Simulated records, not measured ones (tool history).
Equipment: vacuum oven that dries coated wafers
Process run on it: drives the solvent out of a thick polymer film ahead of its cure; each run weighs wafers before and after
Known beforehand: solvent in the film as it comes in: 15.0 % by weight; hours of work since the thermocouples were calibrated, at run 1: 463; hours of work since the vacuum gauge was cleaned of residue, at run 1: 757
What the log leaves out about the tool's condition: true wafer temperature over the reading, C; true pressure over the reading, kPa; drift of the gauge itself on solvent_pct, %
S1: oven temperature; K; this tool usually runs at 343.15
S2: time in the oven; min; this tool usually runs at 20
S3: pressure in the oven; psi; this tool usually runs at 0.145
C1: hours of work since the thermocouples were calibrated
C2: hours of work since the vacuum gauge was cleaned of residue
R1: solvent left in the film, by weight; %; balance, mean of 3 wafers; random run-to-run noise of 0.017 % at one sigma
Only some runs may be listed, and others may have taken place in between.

| run | hour | S1 | S2 | S3 | C1 | C2 | R1 |
|---|---|---|---|---|---|---|---|
| 1 | 0.0 | 343.15 | 20 | 0.145 | 463 | 757 | 0.79 |
| 2 | 37.0 | 343.15 | 20 | 0.145 | 490 | 784 | 0.76 |
| 3 | 83.4 | 343.15 | 20 | 0.145 | 523 | 817 | 0.80 |
| 4 | 105.3 | 343.15 | 20 | 0.145 | 539 | 833 | 0.81 |
| 5 | 149.4 | 343.15 | 20 | 0.145 | 571 | 865 | 0.79 |
| 6 | 176.6 | 343.15 | 20 | 0.145 | 591 | 885 | 0.79 |
| 7 | 197.2 | 343.15 | 20 | 0.145 | 606 | 900 | 0.79 |
| 8 | 239.8 | 343.15 | 20 | 0.145 | 637 | 931 | 0.82 |
| 9 | 286.6 | 343.15 | 20 | 0.100 | 671 | 965 | 0.70 |
| 10 | 309.1 | 343.15 | 20 | 0.100 | 687 | 981 | 0.70 |
| 11 | 337.3 | 343.15 | 20 | 0.100 | 708 | 1002 | 0.71 |
| 12 | 378.4 | 343.15 | 20 | 0.100 | 738 | 1031 | 0.69 |
| 13 | 407.4 | 343.15 | 20 | 0.112 | 759 | 1052 | 0.73 |
| 14 | 450.5 | 343.15 | 20 | 0.112 | 790 | 1084 | 0.73 |
| 15 | 496.4 | 343.15 | 20 | 0.145 | 823 | 1117 | 0.82 |
| 16 | 530.3 | 343.15 | 20 | 0.145 | 848 | 1142 | 0.81 |
| 17 | 567.5 | 343.15 | 20 | 0.145 | 875 | 1169 | 0.81 |
| 18 | 594.6 | 353.15 | 20 | 0.145 | 895 | 1188 | 0.27 |
| 19 | 642.2 | 343.15 | 20 | 0.145 | 929 | 1223 | 0.83 |
| 20 | 684.7 | 343.15 | 20 | 0.145 | 960 | 1254 | 0.82 |
| 21 | 706.3 | 343.15 | 20 | 0.145 | 976 | 1269 | 0.79 |
| 22 | 749.3 | 343.15 | 20 | 0.145 | 1007 | 1301 | 0.79 |
| 23 | 773.6 | 354.15 | 12 | 0.242 | 1025 | 1318 | 0.55 |
| 24 | 810.0 | 330.15 | 18 | 0.202 | 1051 | 1345 | 4.39 |
| 25 | 829.5 | 330.15 | 18 | 0.202 | 1065 | 1359 | 4.36 |
| 26 | 860.9 | 331.15 | 14 | 0.080 | 1088 | 1382 | 4.76 |
| 27 | 890.7 | 345.15 | 14 | 0.207 | 1110 | 1403 | 1.25 |
| 28 | 925.6 | 343.15 | 24 | 0.519 | 1135 | 1429 | 1.34 |
| 29 | 954.9 | 343.15 | 24 | 0.519 | 1156 | 1450 | 1.35 |
| 30 | 986.4 | 343.15 | 11 | 0.352 | 1179 | 1473 | 2.58 |
| 31 | 1025.9 | 338.15 | 20 | 0.145 | 1208 | 1502 | 1.58 |
| 32 | 1048.5 | 338.15 | 20 | 0.145 | 1224 | 1518 | 1.59 |
| 33 | 1084.4 | 338.15 | 20 | 0.145 | 1250 | 1544 | 1.56 |
| 34 | 1125.4 | 338.15 | 20 | 0.145 | 1280 | 1574 | 1.55 |
| 35 | 1145.6 | 353.15 | 12 | 0.145 | 1295 | 1588 | 0.50 |
| 36 | 1174.4 | 357.15 | 20 | 0.336 | 1316 | 1609 | 0.47 |
| 37 | 1199.0 | 357.15 | 20 | 0.115 | 1333 | 1627 | 0.25 |
| 38 | 1227.0 | 357.15 | 20 | 0.115 | 1354 | 1648 | 0.25 |
| 39 | 1247.6 | 340.15 | 22 | 0.115 | 1369 | 1663 | 0.98 |
| 40 | 1279.9 | 340.15 | 22 | 0.115 | 1392 | 1686 | 0.99 |
| 41 | 1322.0 | 357.15 | 22 | 0.292 | 1423 | 1717 | 0.40 |
| 42 | 1346.7 | 331.15 | 20 | 0.276 | 1441 | 1734 | 3.81 |

Consider 5 possible next runs. They are alternatives, not a sequence: every one starts from the tool as it was left by run 42. What does each give?
| A | 1390.8 | 349.15 | 14 | 0.431 | 1473 | 1766 | ? |
| B | 1390.8 | 331.15 | 29 | 0.276 | 1473 | 1766 | ? |
| C | 1390.8 | 352.15 | 11 | 0.331 | 1473 | 1766 | ? |
| D | 1390.8 | 358.15 | 17 | 0.351 | 1473 | 1766 | ? |
| E | 1390.8 | 331.15 | 24 | 0.329 | 1473 | 1766 | ? |

| run | R1 |
|---|---|
| A | 1.12 |
| B | 2.58 |
| C | 0.91 |
| D | 0.46 |
| E | 3.28 |
With the hidden condition removed and each run's random variation left untouched, the same runs would have given:
| run | R1 |
|---|---|
| A | 1.11 |
| B | 2.63 |
| C | 0.92 |
| D | 0.37 |
| E | 3.41 |
